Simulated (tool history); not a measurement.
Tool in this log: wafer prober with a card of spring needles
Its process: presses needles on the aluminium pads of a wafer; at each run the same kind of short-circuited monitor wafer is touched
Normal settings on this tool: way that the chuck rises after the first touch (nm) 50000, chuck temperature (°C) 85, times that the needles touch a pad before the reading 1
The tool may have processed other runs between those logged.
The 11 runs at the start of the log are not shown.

| run | hour | way that the chuck rises after the first touch (nm) | chuck temperature (°C) | times that the needles touch a pad before the reading | resistance of one needle with its contact and lead (mohm) | way that a needle slides on the pad (nm) |
|---|---|---|---|---|---|---|
|  | 228.7 | tips cleaned on abrasive film |
| 12 | 243.7 | 50000 | 85 | 1 | 195 | 9060 |
|  | 252.5 | tips cleaned on abrasive film |
| 13 | 266.3 | 50000 | 85 | 1 | 192 | 9030 |
|  | 276.0 | tips cleaned on abrasive film |
| 14 | 295.2 | 44000 | 85 | 1 | 217 | 7960 |
|  | 299.2 | tips cleaned on abrasive film |
| 15 | 311.7 | 44000 | 85 | 1 | 216 | 7920 |
|  | 323.2 | tips cleaned on abrasive film |
| 16 | 325.3 | 50000 | 85 | 1 | 148 | 9010 |
|  | 345.6 | tips cleaned on abrasive film |
| 17 | 355.2 | 58000 | 41 | 2 | 144 | 10440 |
|  | 368.4 | tips cleaned on abrasive film |
| 18 | 375.2 | 43000 | 43 | 1 | 197 | 7690 |
| 19 | 390.1 | 50000 | 91 | 1 | 200 | 8970 |
|  | 391.5 | tips cleaned on abrasive film |
|  | 414.6 | tips cleaned on abrasive film |
| 20 | 416.0 | 50000 | 91 | 1 | 139 | 8940 |
|  | 437.0 | tips cleaned on abrasive film |
| 21 | 446.0 | 50000 | 38 | 3 | 138 | 8940 |
|  | 458.8 | tips cleaned on abrasive film |
| 22 | 465.8 | 50000 | 38 | 3 | 131 | 8920 |
|  | 470.9 | height of the first contact set anew |
|  | 482.0 | tips cleaned on abrasive film |
| 23 | 491.9 | 50000 | 38 | 3 | 138 | 9090 |
|  | 505.6 | tips cleaned on abrasive film |
| 24 | 506.5 | 50000 | 38 | 3 | 117 | 9100 |
| 25 | 524.8 | 38000 | 85 | 1 | 251 | 6900 |
|  | 528.4 | tips cleaned on abrasive film |
|  | 551.0 | tips cleaned on abrasive film |
| 26 | 553.7 | 57000 | 49 | 2 | 130 | 10340 |
|  | 574.5 | tips cleaned on abrasive film |
| 27 | 579.3 | 54000 | 58 | 2 | 138 | 9770 |
| 28 | 591.8 | 54000 | 58 | 2 | 160 | 9790 |
|  | 596.9 | tips cleaned on abrasive film |
| 29 | 607.0 | 53000 | 64 | 1 | 182 | 9610 |
|  | 620.9 | tips cleaned on abrasive film |
| 30 | 637.5 | 52000 | 64 | 1 | 193 | 9400 |
|  | 643.2 | tips cleaned on abrasive film |
| 31 | 663.2 | 32000 | 62 | 2 | 236 | 5760 |
|  | 665.1 | tips cleaned on abrasive film |
|  | 688.1 | tips cleaned on abrasive film |
| 32 | 692.7 | 58000 | 62 | 2 | 134 | 10460 |

5 options for the next run, each taken on its own from the tool as it stands now. Forecast them:
|  | 710.9 | tips cleaned on abrasive film |
| A | 722.8 | 58000 | 62 | 1 | ? | ? |
|  | 710.9 | tips cleaned on abrasive film |
| B | 722.8 | 43000 | 85 | 1 | ? | ? |
|  | 710.9 | tips cleaned on abrasive film |
| C | 722.8 | 46000 | 48 | 1 | ? | ? |
|  | 710.9 | tips cleaned on abrasive film |
| D | 722.8 | 51000 | 62 | 2 | ? | ? |
|  | 710.9 | tips cleaned on abrasive film |
| E | 722.8 | 58000 | 62 | 2 | ? | ? |

| run | resistance of one needle with its contact and lead (mohm) | way that a needle slides on the pad (nm) |
|---|---|---|
| A | 175 | 10450 |
| B | 222 | 7720 |
| C | 208 | 8270 |
| D | 161 | 9180 |
| E | 148 | 10460 |
With no hidden state in the tool, these same runs would have given:
| run | resistance of one needle with its contact and lead (mohm) | way that a needle slides on the pad (nm) |
|---|---|---|
| A | 111 | 10560 |
| B | 118 | 7830 |
| C | 111 | 8380 |
| D | 113 | 9290 |
| E | 109 | 10570 |
